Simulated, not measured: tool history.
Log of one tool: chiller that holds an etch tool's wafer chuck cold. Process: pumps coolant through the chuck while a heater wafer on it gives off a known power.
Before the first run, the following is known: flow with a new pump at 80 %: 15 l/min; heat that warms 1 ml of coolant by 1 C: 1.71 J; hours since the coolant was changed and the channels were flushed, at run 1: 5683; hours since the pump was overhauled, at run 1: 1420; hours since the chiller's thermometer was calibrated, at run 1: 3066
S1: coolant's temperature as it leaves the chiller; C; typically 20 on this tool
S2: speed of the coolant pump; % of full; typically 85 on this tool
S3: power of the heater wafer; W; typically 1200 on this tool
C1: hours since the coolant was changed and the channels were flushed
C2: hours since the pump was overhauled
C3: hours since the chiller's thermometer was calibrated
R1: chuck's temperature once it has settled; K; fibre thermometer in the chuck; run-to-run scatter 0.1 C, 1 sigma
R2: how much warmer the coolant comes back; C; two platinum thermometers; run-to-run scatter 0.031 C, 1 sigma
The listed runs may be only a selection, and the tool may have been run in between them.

run    hour  S1  S2    S3    C1    C2    C3      R1    R2
  1     0.0  20  85  1200  5683  1420  3066  300.85  2.73
  2    82.2  20  85  1200  5765  1502  3149  300.95  2.75
  3   213.1  20  85  1200  5896  1633  3279  301.25  2.70
  4   329.0  20  85  1200  6012  1749  3395  300.95  2.74
  5   424.9  20  92  1200  6108  1845  3491  300.45  2.53
  6   492.4  20  92  1200  6175  1912  3559  300.65  2.52
  7   589.4  20  81  1200  6272  2009  3656  301.65  2.94
  8   679.2  20  85  1200  6362  2099  3745  301.05  2.74
  9   755.4  20  84  1200  6438  2175  3822  301.15  2.77
 10   888.4  20  85  1200  6571  2308  3955  301.35  2.72
 11   981.3  20  64  1200  6664  2401  4048  303.45  3.79
 12  1089.5  20  64  1200  6773  2509  4156  303.55  3.82
 13  1199.0  20  64  1200  6882  2619  4265  303.55  3.80
 14  1271.3  20  64  1200  6954  2691  4338  303.55  3.82
 15  1345.6  20  64  1200  7029  2765  4412  303.75  3.85
 16  1450.2  20  64  1200  7133  2870  4516  303.55  3.84
 17  1506.4  12  85   702  7189  2926  4573  289.75  1.65
 18  1582.0  12  85   702  7265  3002  4648  289.85  1.62
 19  1661.8  12  73   702  7345  3082  4728  290.65  1.94
 20  1798.8  17  99  1200  7482  3219  4865  297.25  2.38
 21  1934.3  29  68  1010  7617  3354  5001  310.65  2.99
 22  2023.2  29  68  1010  7706  3443  5090  310.55  3.07
 23  2101.0  25  80  1406  7784  3521  5167  308.55  3.54
 24  2189.8  20  88  1195  7873  3610  5256  301.15  2.67
 25  2325.3  22  99   706  8008  3745  5392  299.25  1.40
 26  2416.3  22  99   706  8099  3836  5483  299.35  1.45
 27  2525.8  22  90   706  8209  3946  5592  299.65  1.57
 28  2634.1  17  85  1200  8317  4054  5700  298.35  2.82
 29  2744.3  22  94  1200  8427  4164  5811  303.15  2.53
     2839.8  -- chiller's thermometer calibrated
 30  2840.4  23  61   602  8522  4259     1  302.15  2.11
 31  2970.5  26  61   818  8653  4389   131  307.35  2.79

What if the next run were any one of these 5? Each begins from the tool's condition after run 31:
  A  3064.6  26  61  1193  8747  4483  225   ?   ?
  B  3064.6  11  71   818  8747  4483  225   ?   ?
  C  3064.6  15  66  1005  8747  4483  225   ?   ?
  D  3064.6  16  82   636  8747  4483  225   ?   ?
  E  3064.6  14  69   743  8747  4483  225   ?   ?

run      R1    R2
  A  310.95  4.11
  B  291.35  2.40
  C  297.55  3.20
  D  294.25  1.53
  E  293.85  2.21
The same runs, with their run-to-run variation unchanged, on a tool lacking any hidden condition would have given:
run      R1    R2
  A  307.85  3.78
  B  289.45  2.21
  C  295.15  2.94
  D  292.85  1.41
  E  292.05  2.03
